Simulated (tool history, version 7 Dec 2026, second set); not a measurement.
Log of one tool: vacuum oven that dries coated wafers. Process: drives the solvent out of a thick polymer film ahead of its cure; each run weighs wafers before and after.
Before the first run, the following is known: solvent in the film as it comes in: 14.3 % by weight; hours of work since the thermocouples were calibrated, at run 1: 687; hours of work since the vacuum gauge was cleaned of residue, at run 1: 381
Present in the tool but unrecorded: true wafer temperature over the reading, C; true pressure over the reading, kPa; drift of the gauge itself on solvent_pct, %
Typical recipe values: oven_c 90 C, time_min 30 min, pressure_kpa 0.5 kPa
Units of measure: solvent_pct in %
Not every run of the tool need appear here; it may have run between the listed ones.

run,hour,oven_c,time_min,pressure_kpa,hours of work since the thermocouples were calibrated,hours of work since the vacuum gauge was cleaned of residue,solvent_pct
1,0,90,30,0.5,687,381,2.66
2,9.1,90,30,0.5,694,387,2.64
3,15.8,90,30,0.5,698,392,2.66
4,23.9,90,30,0.338,704,397,2.61
5,38.6,90,30,0.338,714,407,2.59
6,53,90,30,0.405,724,417,2.65
7,66,90,30,0.448,732,426,2.67
8,77.1,90,30,0.448,740,434,2.67
9,87.8,90,30,0.448,747,441,2.65
10,99.7,90,30,0.448,755,449,2.69
11,110.6,90,30,0.448,763,456,2.71
12,123.9,90,30,0.5,772,465,2.65
13,134.4,90,30,1.51,779,472,2.95
14,146,90,30,0.5,787,480,2.67
15,160.7,90,30,0.5,797,490,2.66
16,173.9,90,30,0.5,806,499,2.69
17,180.2,90,30,0.5,810,504,2.66
18,189.4,90,30,0.5,816,510,2.67
19,202.7,90,30,0.464,825,519,2.67
20,212.5,90,30,0.464,832,526,2.69
21,220.5,90,30,0.464,837,531,2.66
22,227.3,90,30,0.464,842,536,2.75
23,235,100,28,0.711,847,541,1.33
24,245.3,90,35,0.5,854,548,2.13
25,257.4,90,35,0.5,862,556,2.13
26,266.6,82,41,1.205,869,562,3.35
27,276.6,82,41,1.205,875,569,3.4
28,284,90,33,1.889,881,574,2.68
29,293.4,90,33,1.889,887,581,2.69
30,308.3,103,33,0.94,897,591,0.69
31,321,103,33,0.94,906,599,0.7
32,332.6,103,33,0.94,914,607,0.72
# hour 337.2: oven's thermocouples calibrated
33,346.3,103,43,0.865,6,615,0.33
34,352.7,103,35,1.43,11,620,0.63
35,366.7,103,39,0.256,20,629,0.33
36,380.5,103,45,1.477,29,638,0.45
37,391.8,103,45,1.477,37,646,0.41
38,401.2,86,44,0.308,43,652,1.9
39,408.9,98,34,0.643,49,658,0.97
40,416.3,98,34,0.643,54,663,0.95
41,430.4,98,34,0.643,63,672,0.93

What differs in the tool's unlogged condition from the final listed run ahead of each entry between runs to the first listed run following it?
Logged between run 32 and run 33: oven's thermocouples calibrated (hour 337.2)
  true wafer temperature over the reading, C: -1.29 -> -0.17; true pressure over the reading, kPa: 0.131 -> 0.133
  what was measured, less what the result would be without the hidden state, solvent_pct: +0.12 -> +0.03 %

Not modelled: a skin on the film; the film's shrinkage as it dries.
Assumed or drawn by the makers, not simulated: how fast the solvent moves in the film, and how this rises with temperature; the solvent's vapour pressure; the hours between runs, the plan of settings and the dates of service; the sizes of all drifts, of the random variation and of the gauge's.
